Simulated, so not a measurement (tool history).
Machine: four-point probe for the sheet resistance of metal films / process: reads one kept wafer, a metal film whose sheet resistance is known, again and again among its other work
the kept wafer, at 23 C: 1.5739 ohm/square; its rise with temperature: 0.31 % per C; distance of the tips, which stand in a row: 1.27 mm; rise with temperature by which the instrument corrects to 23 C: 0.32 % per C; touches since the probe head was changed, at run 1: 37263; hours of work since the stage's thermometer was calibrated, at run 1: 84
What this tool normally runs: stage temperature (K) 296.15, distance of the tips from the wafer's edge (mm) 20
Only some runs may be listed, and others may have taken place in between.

run    hour  stage temperature (K)  distance of the tips from the wafer's edge (mm)  touches since the probe head was changed  hours of work since the stage's thermometer was calibrated  sheet resistance as the instrument gives it (ohm/square)
  1     0.0                 296.15                                               20                                     37263                                                          84                                                  1.577618
  2    76.1                 296.15                                               20                                     38888                                                         136                                                  1.577488
  3   156.6                 296.15                                               42                                     40608                                                         192                                                  1.574446
  4   210.2                 296.15                                               18                                     41751                                                         229                                                  1.578081
  5   279.0                 296.15                                               20                                     43220                                                         277                                                  1.577448
  6   344.7                 302.15                                               20                                     44622                                                         322                                                  1.576102
  7   457.2                 296.15                                               20                                     47024                                                         400                                                  1.577600
  8   583.8                 296.15                                               20                                     49727                                                         488                                                  1.577648
  9   662.9                 296.15                                                5                                     51418                                                         543                                                  1.627109
 10   736.0                 296.15                                                5                                     52977                                                         593                                                  1.626869
 11   832.3                 296.15                                                5                                     55035                                                         660                                                  1.627085
 12   964.7                 296.15                                                5                                     57861                                                         752                                                  1.626846
 13  1079.0                 294.15                                                5                                     60300                                                         831                                                  1.627603
 14  1135.4                 294.15                                                5                                     61506                                                         870                                                  1.626948
 15  1254.4                 294.15                                                5                                     64047                                                         952                                                  1.626358
 16  1361.1                 296.15                                               58                                     66326                                                        1026                                                  1.574185
 17  1434.5                 293.15                                               20                                     67891                                                        1077                                                  1.577869
 18  1543.0                 296.15                                               20                                     70208                                                        1152                                                  1.577214
 19  1613.6                 296.15                                               20                                     71716                                                        1201                                                  1.577522
 20  1686.1                 296.15                                               20                                     73264                                                        1251                                                  1.577329
 21  1777.0                 296.15                                               20                                     75204                                                        1314                                                  1.577634
 22  1883.2                 296.15                                               20                                     77472                                                        1388                                                  1.578154
 23  1987.3                 296.15                                               20                                     79694                                                        1460                                                  1.577085
 24  2089.5                 294.15                                                9                                     81877                                                        1531                                                  1.591246
 25  2150.2                 301.15                                               16                                     83173                                                        1573                                                  1.578111
 26  2264.3                 293.15                                               14                                     85609                                                        1652                                                  1.581066
 27  2379.7                 302.15                                                3                                     88073                                                        1732                                                  1.711259
 28  2484.3                 291.15                                                4                                     90307                                                        1804                                                  1.655929
 29  2614.4                 304.15                                               14                                     93085                                                        1894                                                  1.580693

What will run 30 give?
 30  2683.9                 301.15                                               25                                     94568                                                        1942                                                         ?

Run 30 gave sheet resistance as the instrument gives it (ohm/square) 1.575909.
If the tool had no hidden condition, the same run with the same run-to-run variation would have returned sheet resistance as the instrument gives it (ohm/square) 1.575733.
